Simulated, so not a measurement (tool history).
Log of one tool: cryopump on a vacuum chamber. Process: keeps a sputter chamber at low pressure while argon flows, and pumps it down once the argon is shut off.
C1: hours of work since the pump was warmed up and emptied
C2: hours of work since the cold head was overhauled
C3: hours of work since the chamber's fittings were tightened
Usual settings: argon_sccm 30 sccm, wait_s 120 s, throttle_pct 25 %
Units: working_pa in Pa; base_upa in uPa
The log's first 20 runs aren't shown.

{"run": 21, "hour": 980.2, "argon_sccm": 31, "wait_s": 120, "throttle_pct": 42, "C1": 795, "C2": 795, "C3": 1113, "working_pa": 0.1277, "base_upa": 1.99}
{"run": 22, "hour": 1032.5, "argon_sccm": 31, "wait_s": 120, "throttle_pct": 42, "C1": 822, "C2": 822, "C3": 1140, "working_pa": 0.1274, "base_upa": 2.07}
{"run": 23, "hour": 1066.9, "argon_sccm": 26, "wait_s": 120, "throttle_pct": 33, "C1": 840, "C2": 840, "C3": 1157, "working_pa": 0.1321, "base_upa": 2.07}
{"run": 24, "hour": 1124.7, "argon_sccm": 26, "wait_s": 120, "throttle_pct": 33, "C1": 870, "C2": 870, "C3": 1187, "working_pa": 0.1343, "base_upa": 2.1}
{"run": 25, "hour": 1165.1, "argon_sccm": 30, "wait_s": 95, "throttle_pct": 18, "C1": 891, "C2": 891, "C3": 1208, "working_pa": 0.2684, "base_upa": 2.3}
{"run": 26, "hour": 1226.6, "argon_sccm": 30, "wait_s": 95, "throttle_pct": 18, "C1": 922, "C2": 922, "C3": 1240, "working_pa": 0.2683, "base_upa": 2.42}
{"hour": 1239.7, "done": "pump warmed up, emptied and cooled again"}
{"run": 27, "hour": 1285.3, "argon_sccm": 21, "wait_s": 296, "throttle_pct": 15, "C1": 24, "C2": 950, "C3": 1267, "working_pa": 0.2078, "base_upa": 1.36}
{"run": 28, "hour": 1316.5, "argon_sccm": 21, "wait_s": 296, "throttle_pct": 15, "C1": 40, "C2": 966, "C3": 1283, "working_pa": 0.2084, "base_upa": 1.4}
{"run": 29, "hour": 1370.1, "argon_sccm": 14, "wait_s": 73, "throttle_pct": 19, "C1": 67, "C2": 994, "C3": 1311, "working_pa": 0.1104, "base_upa": 2.22}
{"run": 30, "hour": 1412.2, "argon_sccm": 14, "wait_s": 73, "throttle_pct": 19, "C1": 89, "C2": 1015, "C3": 1333, "working_pa": 0.1097, "base_upa": 2.2}
{"run": 31, "hour": 1443.5, "argon_sccm": 14, "wait_s": 73, "throttle_pct": 19, "C1": 105, "C2": 1031, "C3": 1349, "working_pa": 0.1099, "base_upa": 2.32}
{"run": 32, "hour": 1492.8, "argon_sccm": 14, "wait_s": 73, "throttle_pct": 19, "C1": 130, "C2": 1057, "C3": 1374, "working_pa": 0.1103, "base_upa": 2.21}
{"run": 33, "hour": 1528.3, "argon_sccm": 14, "wait_s": 73, "throttle_pct": 19, "C1": 149, "C2": 1075, "C3": 1393, "working_pa": 0.1093, "base_upa": 2.31}

3 ways to go on from here, each from the tool as it stands after run 33. What would each give?
{"run": "A", "hour": 1556.2, "argon_sccm": 30, "wait_s": 39, "throttle_pct": 16, "C1": 163, "C2": 1089, "C3": 1407, "working_pa": "?", "base_upa": "?"}
{"run": "B", "hour": 1556.2, "argon_sccm": 50, "wait_s": 49, "throttle_pct": 25, "C1": 163, "C2": 1089, "C3": 1407, "working_pa": "?", "base_upa": "?"}
{"run": "C", "hour": 1556.2, "argon_sccm": 20, "wait_s": 221, "throttle_pct": 15, "C1": 163, "C2": 1089, "C3": 1407, "working_pa": "?", "base_upa": "?"}

run=A working_pa=0.2818 base_upa=3.18
run=B working_pa=0.3031 base_upa=2.81
run=C working_pa=0.201 base_upa=1.6
Without the tool's hidden state the same runs would have given:
run=A working_pa=0.2786 base_upa=2.19
run=B working_pa=0.2977 base_upa=1.81
run=C working_pa=0.1989 base_upa=0.58

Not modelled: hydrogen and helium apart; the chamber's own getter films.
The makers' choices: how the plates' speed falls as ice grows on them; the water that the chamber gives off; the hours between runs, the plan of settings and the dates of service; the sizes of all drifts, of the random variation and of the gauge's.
